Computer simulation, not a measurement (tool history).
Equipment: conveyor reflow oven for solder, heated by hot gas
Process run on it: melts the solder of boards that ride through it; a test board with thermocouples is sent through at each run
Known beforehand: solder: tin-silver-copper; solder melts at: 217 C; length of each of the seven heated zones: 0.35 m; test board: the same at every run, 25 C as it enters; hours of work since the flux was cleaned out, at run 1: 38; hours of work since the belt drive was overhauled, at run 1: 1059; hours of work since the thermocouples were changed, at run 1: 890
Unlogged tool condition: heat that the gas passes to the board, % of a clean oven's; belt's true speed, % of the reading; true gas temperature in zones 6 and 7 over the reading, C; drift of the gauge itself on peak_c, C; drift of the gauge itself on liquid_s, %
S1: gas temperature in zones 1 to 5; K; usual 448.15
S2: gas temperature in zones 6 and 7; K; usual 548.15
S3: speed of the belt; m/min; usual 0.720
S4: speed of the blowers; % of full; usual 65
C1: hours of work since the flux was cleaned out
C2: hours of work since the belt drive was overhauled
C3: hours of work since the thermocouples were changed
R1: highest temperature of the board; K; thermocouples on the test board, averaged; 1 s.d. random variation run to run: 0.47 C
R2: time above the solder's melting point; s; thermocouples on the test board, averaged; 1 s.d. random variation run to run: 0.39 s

| run | day | S1 | S2 | S3 | S4 | C1 | C2 | C3 | R1 | R2 |
|---|---|---|---|---|---|---|---|---|---|---|
| 1 | 0.000 | 448.15 | 548.15 | 0.720 | 65 | 38 | 1059 | 890 | 526.35 | 45.0 |
| 2 | 2.317 | 448.15 | 548.15 | 0.720 | 65 | 83 | 1103 | 935 | 525.95 | 44.7 |
|  | 3.283 | belt drive overhauled, speed set with a stopwatch |
| 3 | 4.154 | 448.15 | 548.15 | 0.720 | 65 | 115 | 17 | 967 | 524.55 | 42.8 |
| 4 | 7.112 | 448.15 | 548.15 | 0.720 | 65 | 172 | 73 | 1023 | 525.15 | 43.1 |
| 5 | 10.171 | 448.15 | 548.15 | 0.720 | 65 | 230 | 132 | 1082 | 524.25 | 41.8 |
| 6 | 12.196 | 448.15 | 548.15 | 0.720 | 65 | 269 | 171 | 1121 | 523.75 | 41.7 |
| 7 | 13.825 | 448.15 | 548.15 | 0.720 | 65 | 300 | 202 | 1152 | 523.15 | 41.1 |
|  | 14.412 | thermocouples of zones 6 and 7 changed |
| 8 | 16.850 | 456.15 | 548.15 | 0.720 | 65 | 357 | 259 | 47 | 526.15 | 45.8 |
|  | 18.567 | flux residue cleaned out of gas plates and filters |
| 9 | 19.538 | 456.15 | 548.15 | 0.720 | 65 | 19 | 306 | 94 | 529.05 | 48.2 |
| 10 | 22.167 | 458.15 | 561.15 | 0.647 | 65 | 69 | 357 | 145 | 545.85 | 61.7 |
| 11 | 25.025 | 455.15 | 561.15 | 0.657 | 61 | 124 | 412 | 200 | 541.05 | 57.9 |
| 12 | 27.729 | 458.15 | 562.15 | 0.859 | 58 | 176 | 463 | 251 | 530.25 | 39.6 |

Forecast each of these 3 alternatives for the next run:
| A | 30.629 | 448.15 | 551.15 | 0.720 | 65 | 231 | 519 | 307 | ? | ? |
| B | 30.629 | 456.15 | 541.15 | 0.859 | 58 | 231 | 519 | 307 | ? | ? |
| C | 30.629 | 451.15 | 536.15 | 0.859 | 59 | 231 | 519 | 307 | ? | ? |

| run | R1 | R2 |
|---|---|---|
| A | 527.45 | 44.4 |
| B | 512.55 | 29.0 |
| C | 507.25 | 22.8 |
Had the tool no hidden state, the same runs would have come out as:
| run | R1 | R2 |
|---|---|---|
| A | 530.15 | 45.7 |
| B | 515.25 | 31.2 |
| C | 510.05 | 25.4 |
